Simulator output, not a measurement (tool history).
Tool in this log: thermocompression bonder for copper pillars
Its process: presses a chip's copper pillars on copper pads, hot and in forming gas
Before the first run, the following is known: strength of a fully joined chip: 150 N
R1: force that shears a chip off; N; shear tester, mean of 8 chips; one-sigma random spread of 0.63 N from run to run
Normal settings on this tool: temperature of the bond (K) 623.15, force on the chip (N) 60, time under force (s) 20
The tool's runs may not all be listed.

Run 1, hour 0: usual settings. Result: R1 86.3 N.
At hour 2.3: forming gas filter changed.
Run 2, hour 7.8: usual settings but temperature of the bond (K) 644.15. Result: R1 101.7 N.
Run 3, hour 17.2: usual settings. Result: R1 90.5 N.
Run 4, hour 28.3: usual settings. Result: R1 90.8 N.
Run 5, hour 33.8: usual settings. Result: R1 90.8 N.
Run 6, hour 41.3: usual settings. Result: R1 89.7 N.
Run 7, hour 53.1: usual settings. Result: R1 89.8 N.
Run 8, hour 59.5: usual settings. Result: R1 90.2 N.
Run 9, hour 68.7: usual settings. Result: R1 88.9 N.
Run 10, hour 81.4: usual settings but force on the chip (N) 53. Result: R1 84 N.
Run 11, hour 90.4: usual settings but temperature of the bond (K) 595.15. Result: R1 73.2 N.
Run 12, hour 100.5: usual settings but temperature of the bond (K) 595.15. Result: R1 73.5 N.
Run 13, hour 106.7: usual settings but temperature of the bond (K) 595.15. Result: R1 74.3 N.
Run 14, hour 113.8: usual settings but temperature of the bond (K) 595.15, force on the chip (N) 72. Result: R1 82.1 N.
Run 15, hour 121.5: usual settings but temperature of the bond (K) 632.15, time under force (s) 19. Result: R1 91.8 N.
Run 16, hour 128.5: usual settings but temperature of the bond (K) 645.15, force on the chip (N) 45, time under force (s) 22. Result: R1 89.7 N.
Run 17, hour 136.9: usual settings but temperature of the bond (K) 646.15, time under force (s) 17. Result: R1 95.3 N.
Run 18, hour 150: usual settings but temperature of the bond (K) 646.15, time under force (s) 17. Result: R1 94.9 N.
Run 19, hour 157.9: usual settings but temperature of the bond (K) 626.15, force on the chip (N) 54, time under force (s) 38. Result: R1 102.1 N.
Run 20, hour 163.2: usual settings but temperature of the bond (K) 626.15, force on the chip (N) 54, time under force (s) 38. Result: R1 101.7 N.
Run 21, hour 171.8: usual settings but temperature of the bond (K) 626.15, force on the chip (N) 37, time under force (s) 24. Result: R1 73.3 N.
Run 22, hour 179.2: usual settings but temperature of the bond (K) 629.15, force on the chip (N) 66, time under force (s) 32. Result: R1 105.7 N.
Run 23, hour 189.8: usual settings but temperature of the bond (K) 634.15, force on the chip (N) 49, time under force (s) 40. Result: R1 102.3 N.
Run 24, hour 195.5: usual settings but temperature of the bond (K) 607.15, force on the chip (N) 83, time under force (s) 22. Result: R1 93.4 N.
Run 25, hour 207.1: usual settings but temperature of the bond (K) 608.15, force on the chip (N) 80, time under force (s) 22. Result: R1 92.7 N.
Run 26, hour 216.5: usual settings but temperature of the bond (K) 608.15, force on the chip (N) 44, time under force (s) 22. Result: R1 68.5 N.
Run 27, hour 229.4: usual settings but temperature of the bond (K) 608.15, force on the chip (N) 44, time under force (s) 22. Result: R1 69.3 N.
Run 28, hour 238.5: usual settings but temperature of the bond (K) 621.15, force on the chip (N) 46, time under force (s) 28. Result: R1 83.9 N.

Predict each of these 3 candidate next runs independently; none follows another, all start after run 28:
Run A, hour 249.2: usual settings but temperature of the bond (K) 653.15, force on the chip (N) 47, time under force (s) 51. Result: R1 ?.
Run B, hour 249.2: usual settings but temperature of the bond (K) 599.15, force on the chip (N) 44, time under force (s) 16. Result: R1 ?.
Run C, hour 249.2: usual settings but temperature of the bond (K) 606.15, force on the chip (N) 85, time under force (s) 28. Result: R1 ?.

run     R1
  A  113.5
  B   56.5
  C   99.9
What these runs would have given with no unlogged condition in the tool:
run     R1
  A  120.2
  B   60.5
  C  106.4
